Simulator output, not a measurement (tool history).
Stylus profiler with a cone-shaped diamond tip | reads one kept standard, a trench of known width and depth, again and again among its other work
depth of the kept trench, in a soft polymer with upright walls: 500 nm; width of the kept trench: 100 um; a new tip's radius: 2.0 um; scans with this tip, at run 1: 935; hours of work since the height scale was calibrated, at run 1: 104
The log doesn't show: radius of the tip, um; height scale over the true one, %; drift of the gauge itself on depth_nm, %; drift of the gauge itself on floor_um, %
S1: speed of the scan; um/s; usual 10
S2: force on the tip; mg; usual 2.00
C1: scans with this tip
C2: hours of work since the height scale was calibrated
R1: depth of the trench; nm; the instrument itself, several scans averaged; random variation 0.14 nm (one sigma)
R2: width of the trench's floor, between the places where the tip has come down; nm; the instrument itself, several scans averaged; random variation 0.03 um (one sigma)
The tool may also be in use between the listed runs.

run,day,S1,S2,C1,C2,R1,R2
1,0.000,10,2.00,935,104,505.09,97320
2,0.875,10,2.00,1052,117,505.33,97270
3,1.833,10,2.00,1181,131,505.45,97310
4,2.608,10,2.00,1285,143,505.28,97300
5,3.362,31,2.00,1386,154,505.19,97170
6,4.308,31,2.00,1513,168,504.98,97210
7,5.062,25,2.00,1614,179,505.21,97230
8,5.800,25,2.00,1714,190,505.09,97200
9,6.675,22,2.36,1831,203,506.15,97240
10,7.579,22,2.36,1952,217,505.99,97270
11,8.392,22,2.36,2062,229,505.49,97250
12,9.271,22,2.36,2179,242,505.93,97260
13,10.075,22,2.36,2287,254,505.73,97210
14,11.025,22,2.36,2415,268,505.92,97240
15,11.996,8,2.40,2545,282,506.00,97310

4 ways to go on from here, each from the tool as it stands after run 15. What would each give?
A,12.988,31,0.95,2678,297,?,?
B,12.988,2,0.73,2678,297,?,?
C,12.988,18,0.76,2678,297,?,?
D,12.988,8,2.66,2678,297,?,?

run,R1,R2
A,503.32,97100
B,502.45,97300
C,502.82,97200
D,506.21,97300
Without the tool's hidden state the same runs would have given:
run,R1,R2
A,503.31,97100
B,502.45,97310
C,502.81,97210
D,506.21,97310
